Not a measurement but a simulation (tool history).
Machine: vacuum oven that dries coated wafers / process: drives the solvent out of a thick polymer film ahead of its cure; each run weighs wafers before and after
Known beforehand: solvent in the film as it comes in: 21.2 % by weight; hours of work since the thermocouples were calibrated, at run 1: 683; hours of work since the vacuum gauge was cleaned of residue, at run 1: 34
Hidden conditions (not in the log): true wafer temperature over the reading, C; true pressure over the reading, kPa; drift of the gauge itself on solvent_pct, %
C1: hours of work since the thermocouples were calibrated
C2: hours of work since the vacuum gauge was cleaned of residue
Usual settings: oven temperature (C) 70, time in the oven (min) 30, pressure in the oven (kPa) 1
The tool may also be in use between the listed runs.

run 1 hour=0 | oven_temperature_(C)=70 time_in_the_oven_(min)=30 pressure_in_the_oven_(kPa)=1 | C1=683 C2=34 | solvent_left_in_the_film_(%)=5.04
run 2 hour=7.2 | oven_temperature_(C)=70 time_in_the_oven_(min)=30 pressure_in_the_oven_(kPa)=1 | C1=686 C2=38 | solvent_left_in_the_film_(%)=5.09
run 3 hour=16.2 | oven_temperature_(C)=70 time_in_the_oven_(min)=30 pressure_in_the_oven_(kPa)=1 | C1=691 C2=42 | solvent_left_in_the_film_(%)=5.2
run 4 hour=24.4 | oven_temperature_(C)=70 time_in_the_oven_(min)=30 pressure_in_the_oven_(kPa)=1 | C1=695 C2=46 | solvent_left_in_the_film_(%)=5.21
run 5 hour=33.7 | oven_temperature_(C)=70 time_in_the_oven_(min)=48 pressure_in_the_oven_(kPa)=1 | C1=699 C2=50 | solvent_left_in_the_film_(%)=2.55
run 6 hour=42.7 | oven_temperature_(C)=70 time_in_the_oven_(min)=27 pressure_in_the_oven_(kPa)=1 | C1=704 C2=55 | solvent_left_in_the_film_(%)=5.8
run 7 hour=54.7 | oven_temperature_(C)=70 time_in_the_oven_(min)=27 pressure_in_the_oven_(kPa)=1 | C1=709 C2=61 | solvent_left_in_the_film_(%)=5.88
run 8 hour=63.5 | oven_temperature_(C)=70 time_in_the_oven_(min)=27 pressure_in_the_oven_(kPa)=1 | C1=714 C2=65 | solvent_left_in_the_film_(%)=5.77
run 9 hour=73.7 | oven_temperature_(C)=70 time_in_the_oven_(min)=27 pressure_in_the_oven_(kPa)=1 | C1=718 C2=70 | solvent_left_in_the_film_(%)=5.96
run 10 hour=80.8 | oven_temperature_(C)=70 time_in_the_oven_(min)=27 pressure_in_the_oven_(kPa)=1 | C1=722 C2=73 | solvent_left_in_the_film_(%)=5.95
run 11 hour=88.6 | oven_temperature_(C)=70 time_in_the_oven_(min)=27 pressure_in_the_oven_(kPa)=1 | C1=726 C2=77 | solvent_left_in_the_film_(%)=5.9
run 12 hour=98 | oven_temperature_(C)=70 time_in_the_oven_(min)=27 pressure_in_the_oven_(kPa)=1 | C1=730 C2=81 | solvent_left_in_the_film_(%)=5.73
run 13 hour=104.5 | oven_temperature_(C)=70 time_in_the_oven_(min)=27 pressure_in_the_oven_(kPa)=1 | C1=733 C2=84 | solvent_left_in_the_film_(%)=5.71
run 14 hour=110.4 | oven_temperature_(C)=83 time_in_the_oven_(min)=30 pressure_in_the_oven_(kPa)=1 | C1=736 C2=87 | solvent_left_in_the_film_(%)=0.84
run 15 hour=118.4 | oven_temperature_(C)=83 time_in_the_oven_(min)=30 pressure_in_the_oven_(kPa)=1 | C1=740 C2=91 | solvent_left_in_the_film_(%)=0.87
run 16 hour=130.5 | oven_temperature_(C)=83 time_in_the_oven_(min)=30 pressure_in_the_oven_(kPa)=1 | C1=746 C2=97 | solvent_left_in_the_film_(%)=0.86
run 17 hour=137 | oven_temperature_(C)=59 time_in_the_oven_(min)=48 pressure_in_the_oven_(kPa)=2.63 | C1=749 C2=100 | solvent_left_in_the_film_(%)=8.56
run 18 hour=143.4 | oven_temperature_(C)=83 time_in_the_oven_(min)=48 pressure_in_the_oven_(kPa)=2.15 | C1=752 C2=103 | solvent_left_in_the_film_(%)=0.53
-- hour=146 oven's thermocouples calibrated
run 19 hour=156.5 | oven_temperature_(C)=73 time_in_the_oven_(min)=45 pressure_in_the_oven_(kPa)=2.71 | C1=5 C2=109 | solvent_left_in_the_film_(%)=2.78
run 20 hour=165.7 | oven_temperature_(C)=72 time_in_the_oven_(min)=28 pressure_in_the_oven_(kPa)=1 | C1=9 C2=113 | solvent_left_in_the_film_(%)=4.93
run 21 hour=172.9 | oven_temperature_(C)=72 time_in_the_oven_(min)=24 pressure_in_the_oven_(kPa)=1 | C1=13 C2=116 | solvent_left_in_the_film_(%)=5.89
-- hour=183.6 oven's thermocouples calibrated, once more
run 22 hour=185.9 | oven_temperature_(C)=71 time_in_the_oven_(min)=40 pressure_in_the_oven_(kPa)=1.2 | C1=1 C2=122 | solvent_left_in_the_film_(%)=2.75
run 23 hour=191.7 | oven_temperature_(C)=69 time_in_the_oven_(min)=40 pressure_in_the_oven_(kPa)=1.43 | C1=4 C2=125 | solvent_left_in_the_film_(%)=3.58
run 24 hour=202.9 | oven_temperature_(C)=69 time_in_the_oven_(min)=40 pressure_in_the_oven_(kPa)=1.43 | C1=9 C2=130 | solvent_left_in_the_film_(%)=3.72
run 25 hour=208.8 | oven_temperature_(C)=65 time_in_the_oven_(min)=47 pressure_in_the_oven_(kPa)=1.83 | C1=12 C2=133 | solvent_left_in_the_film_(%)=4.65
run 26 hour=216.5 | oven_temperature_(C)=65 time_in_the_oven_(min)=47 pressure_in_the_oven_(kPa)=1.83 | C1=16 C2=136 | solvent_left_in_the_film_(%)=4.71
run 27 hour=224 | oven_temperature_(C)=81 time_in_the_oven_(min)=40 pressure_in_the_oven_(kPa)=0.61 | C1=19 C2=140 | solvent_left_in_the_film_(%)=0.49
run 28 hour=234.5 | oven_temperature_(C)=63 time_in_the_oven_(min)=18 pressure_in_the_oven_(kPa)=1.26 | C1=25 C2=145 | solvent_left_in_the_film_(%)=11.14
run 29 hour=240.1 | oven_temperature_(C)=62 time_in_the_oven_(min)=37 pressure_in_the_oven_(kPa)=1.26 | C1=27 C2=148 | solvent_left_in_the_film_(%)=7.34

Each row is a separate what-if for the run after 29, all from the same tool condition, not one after another. Results?
run A hour=249.4 | oven_temperature_(C)=64 time_in_the_oven_(min)=53 pressure_in_the_oven_(kPa)=1.26 | C1=32 C2=152 | solvent_left_in_the_film_(%)=?
run B hour=249.4 | oven_temperature_(C)=84 time_in_the_oven_(min)=49 pressure_in_the_oven_(kPa)=0.77 | C1=32 C2=152 | solvent_left_in_the_film_(%)=?
run C hour=249.4 | oven_temperature_(C)=62 time_in_the_oven_(min)=37 pressure_in_the_oven_(kPa)=3.76 | C1=32 C2=152 | solvent_left_in_the_film_(%)=?
run D hour=249.4 | oven_temperature_(C)=55 time_in_the_oven_(min)=31 pressure_in_the_oven_(kPa)=3.14 | C1=32 C2=152 | solvent_left_in_the_film_(%)=?
run E hour=249.4 | oven_temperature_(C)=71 time_in_the_oven_(min)=37 pressure_in_the_oven_(kPa)=1.26 | C1=32 C2=152 | solvent_left_in_the_film_(%)=?

run=A solvent_left_in_the_film_(%)=4.38
run=B solvent_left_in_the_film_(%)=0.26
run=C solvent_left_in_the_film_(%)=8.21
run=D solvent_left_in_the_film_(%)=12.45
run=E solvent_left_in_the_film_(%)=3.21
Stripped of hidden state, with their random variation kept, the same runs would have yielded:
run=A solvent_left_in_the_film_(%)=4.07
run=B solvent_left_in_the_film_(%)=0.25
run=C solvent_left_in_the_film_(%)=7.87
run=D solvent_left_in_the_film_(%)=12.16
run=E solvent_left_in_the_film_(%)=2.96

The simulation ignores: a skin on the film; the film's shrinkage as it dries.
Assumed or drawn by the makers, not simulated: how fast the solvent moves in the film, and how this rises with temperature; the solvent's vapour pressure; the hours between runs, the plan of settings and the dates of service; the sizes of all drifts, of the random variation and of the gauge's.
